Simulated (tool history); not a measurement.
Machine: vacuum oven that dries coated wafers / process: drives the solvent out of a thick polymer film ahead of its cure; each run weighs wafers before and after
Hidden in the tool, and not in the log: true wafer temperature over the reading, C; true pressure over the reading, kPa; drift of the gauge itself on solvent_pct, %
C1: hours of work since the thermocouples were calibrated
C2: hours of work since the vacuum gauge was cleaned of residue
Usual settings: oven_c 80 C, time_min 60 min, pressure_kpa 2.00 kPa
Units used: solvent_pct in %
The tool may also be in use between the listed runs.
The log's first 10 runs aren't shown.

run 11 hour=461.2 | oven_c=67 time_min=60 pressure_kpa=2.00 | C1=599 C2=1060 | solvent_pct=8.02
run 12 hour=508.8 | oven_c=67 time_min=31 pressure_kpa=2.00 | C1=619 C2=1080 | solvent_pct=12.10
run 13 hour=549.4 | oven_c=80 time_min=60 pressure_kpa=2.00 | C1=636 C2=1097 | solvent_pct=2.41
run 14 hour=611.9 | oven_c=80 time_min=60 pressure_kpa=2.00 | C1=661 C2=1123 | solvent_pct=2.44
run 15 hour=672.0 | oven_c=80 time_min=60 pressure_kpa=6.42 | C1=686 C2=1147 | solvent_pct=4.51
run 16 hour=708.8 | oven_c=91 time_min=60 pressure_kpa=2.00 | C1=701 C2=1163 | solvent_pct=0.67
run 17 hour=748.8 | oven_c=91 time_min=60 pressure_kpa=2.00 | C1=718 C2=1179 | solvent_pct=0.77
-- hour=774.8 vacuum gauge cleaned of residue and calibrated
run 18 hour=793.5 | oven_c=91 time_min=60 pressure_kpa=1.12 | C1=736 C2=8 | solvent_pct=0.52
run 19 hour=837.9 | oven_c=91 time_min=60 pressure_kpa=4.44 | C1=754 C2=26 | solvent_pct=1.51
run 20 hour=900.7 | oven_c=80 time_min=41 pressure_kpa=3.93 | C1=780 C2=52 | solvent_pct=5.02
run 21 hour=947.4 | oven_c=80 time_min=41 pressure_kpa=3.93 | C1=799 C2=71 | solvent_pct=4.93
run 22 hour=988.3 | oven_c=81 time_min=45 pressure_kpa=5.13 | C1=816 C2=88 | solvent_pct=4.69
run 23 hour=1046.3 | oven_c=81 time_min=78 pressure_kpa=1.94 | C1=840 C2=112 | solvent_pct=1.55
run 24 hour=1098.4 | oven_c=67 time_min=58 pressure_kpa=2.00 | C1=862 C2=134 | solvent_pct=8.09
run 25 hour=1140.2 | oven_c=67 time_min=58 pressure_kpa=2.00 | C1=879 C2=151 | solvent_pct=8.38
run 26 hour=1194.6 | oven_c=82 time_min=65 pressure_kpa=1.19 | C1=901 C2=173 | solvent_pct=1.37
run 27 hour=1258.6 | oven_c=83 time_min=96 pressure_kpa=1.29 | C1=928 C2=200 | solvent_pct=0.74
run 28 hour=1312.7 | oven_c=83 time_min=96 pressure_kpa=1.29 | C1=950 C2=222 | solvent_pct=0.72
run 29 hour=1355.2 | oven_c=90 time_min=32 pressure_kpa=7.57 | C1=968 C2=240 | solvent_pct=3.79
run 30 hour=1390.3 | oven_c=69 time_min=60 pressure_kpa=7.91 | C1=982 C2=254 | solvent_pct=10.49
run 31 hour=1442.7 | oven_c=69 time_min=60 pressure_kpa=7.91 | C1=1004 C2=276 | solvent_pct=10.53
run 32 hour=1472.6 | oven_c=69 time_min=60 pressure_kpa=7.91 | C1=1016 C2=288 | solvent_pct=10.43
run 33 hour=1523.0 | oven_c=77 time_min=106 pressure_kpa=2.00 | C1=1037 C2=309 | solvent_pct=1.59
run 34 hour=1576.2 | oven_c=90 time_min=42 pressure_kpa=6.48 | C1=1059 C2=331 | solvent_pct=2.87
run 35 hour=1619.0 | oven_c=95 time_min=60 pressure_kpa=1.19 | C1=1077 C2=349 | solvent_pct=0.47

Predict each of these 5 candidate next runs independently; none follows another, all start after run 35:
run A hour=1679.5 | oven_c=80 time_min=65 pressure_kpa=4.81 | C1=1102 C2=373 | solvent_pct=?
run B hour=1679.5 | oven_c=95 time_min=60 pressure_kpa=6.02 | C1=1102 C2=373 | solvent_pct=?
run C hour=1679.5 | oven_c=72 time_min=52 pressure_kpa=1.19 | C1=1102 C2=373 | solvent_pct=?
run D hour=1679.5 | oven_c=68 time_min=50 pressure_kpa=1.07 | C1=1102 C2=373 | solvent_pct=?
run E hour=1679.5 | oven_c=90 time_min=39 pressure_kpa=3.29 | C1=1102 C2=373 | solvent_pct=?

run=A solvent_pct=3.50
run=B solvent_pct=1.65
run=C solvent_pct=5.97
run=D solvent_pct=8.28
run=E solvent_pct=1.82
With no hidden state in the tool, these same runs would have given:
run=A solvent_pct=3.47
run=B solvent_pct=1.64
run=C solvent_pct=5.93
run=D solvent_pct=8.24
run=E solvent_pct=1.81
